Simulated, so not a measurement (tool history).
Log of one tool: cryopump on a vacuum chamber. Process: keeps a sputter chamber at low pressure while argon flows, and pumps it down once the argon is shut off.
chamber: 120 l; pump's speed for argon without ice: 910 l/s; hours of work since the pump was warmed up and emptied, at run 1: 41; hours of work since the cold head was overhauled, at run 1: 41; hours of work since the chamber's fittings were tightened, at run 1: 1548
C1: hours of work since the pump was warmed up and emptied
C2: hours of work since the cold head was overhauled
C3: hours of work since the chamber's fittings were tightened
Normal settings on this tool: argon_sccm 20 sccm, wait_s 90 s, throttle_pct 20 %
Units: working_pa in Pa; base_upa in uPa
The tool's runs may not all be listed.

run 1 day=0 | argon_sccm=20 wait_s=90 throttle_pct=20 | C1=41 C2=41 C3=1548 | working_pa=0.1851 base_upa=1.55
run 2 day=2.017 | argon_sccm=20 wait_s=90 throttle_pct=20 | C1=62 C2=62 C3=1570 | working_pa=0.1857 base_upa=1.56
run 3 day=5.083 | argon_sccm=20 wait_s=90 throttle_pct=20 | C1=95 C2=95 C3=1602 | working_pa=0.1877 base_upa=1.6
run 4 day=6.971 | argon_sccm=20 wait_s=90 throttle_pct=20 | C1=115 C2=115 C3=1622 | working_pa=0.1893 base_upa=1.58
run 5 day=9.333 | argon_sccm=16 wait_s=90 throttle_pct=20 | C1=141 C2=141 C3=1648 | working_pa=0.1511 base_upa=1.61
run 6 day=12.817 | argon_sccm=16 wait_s=90 throttle_pct=20 | C1=178 C2=178 C3=1685 | working_pa=0.1531 base_upa=1.61
run 7 day=14.633 | argon_sccm=16 wait_s=90 throttle_pct=20 | C1=197 C2=197 C3=1704 | working_pa=0.1523 base_upa=1.65
run 8 day=17.917 | argon_sccm=16 wait_s=90 throttle_pct=20 | C1=232 C2=232 C3=1739 | working_pa=0.1524 base_upa=1.7
run 9 day=21.225 | argon_sccm=16 wait_s=90 throttle_pct=20 | C1=268 C2=268 C3=1775 | working_pa=0.1515 base_upa=1.69
run 10 day=23.233 | argon_sccm=20 wait_s=90 throttle_pct=21 | C1=289 C2=289 C3=1796 | working_pa=0.1806 base_upa=1.74
run 11 day=25.642 | argon_sccm=20 wait_s=90 throttle_pct=20 | C1=315 C2=315 C3=1822 | working_pa=0.1904 base_upa=1.72
run 12 day=28.408 | argon_sccm=20 wait_s=90 throttle_pct=20 | C1=344 C2=344 C3=1852 | working_pa=0.1919 base_upa=1.83
run 13 day=29.896 | argon_sccm=14 wait_s=99 throttle_pct=20 | C1=360 C2=360 C3=1867 | working_pa=0.1353 base_upa=1.74
run 14 day=33.117 | argon_sccm=9 wait_s=257 throttle_pct=44 | C1=395 C2=395 C3=1902 | working_pa=0.0412 base_upa=1.44
run 15 day=34.954 | argon_sccm=9 wait_s=257 throttle_pct=44 | C1=414 C2=414 C3=1921 | working_pa=0.0413 base_upa=1.45
run 16 day=36.654 | argon_sccm=11 wait_s=90 throttle_pct=38 | C1=432 C2=432 C3=1940 | working_pa=0.0588 base_upa=1.78
run 17 day=38.892 | argon_sccm=20 wait_s=212 throttle_pct=28 | C1=456 C2=456 C3=1964 | working_pa=0.1416 base_upa=1.5
run 18 day=40.675 | argon_sccm=19 wait_s=90 throttle_pct=40 | C1=475 C2=475 C3=1983 | working_pa=0.0956 base_upa=1.78
-- day=42.946 pump warmed up, emptied and cooled again
run 19 day=44.138 | argon_sccm=19 wait_s=90 throttle_pct=40 | C1=13 C2=510 C3=2017 | working_pa=0.0902 base_upa=1.64
run 20 day=45.708 | argon_sccm=12 wait_s=145 throttle_pct=20 | C1=30 C2=527 C3=2034 | working_pa=0.1116 base_upa=1.42

Run 21 has not been measured yet. What should we expect?
run 21 day=47.129 | argon_sccm=32 wait_s=145 throttle_pct=41 | C1=45 C2=542 C3=2049 | working_pa=? base_upa=?

working_pa: 0.1479 Pa
base_upa: 1.41 uPa
Minus the tool's unlogged condition, the same run would have read working_pa 0.1456 Pa, base_upa 0.68 uPa.

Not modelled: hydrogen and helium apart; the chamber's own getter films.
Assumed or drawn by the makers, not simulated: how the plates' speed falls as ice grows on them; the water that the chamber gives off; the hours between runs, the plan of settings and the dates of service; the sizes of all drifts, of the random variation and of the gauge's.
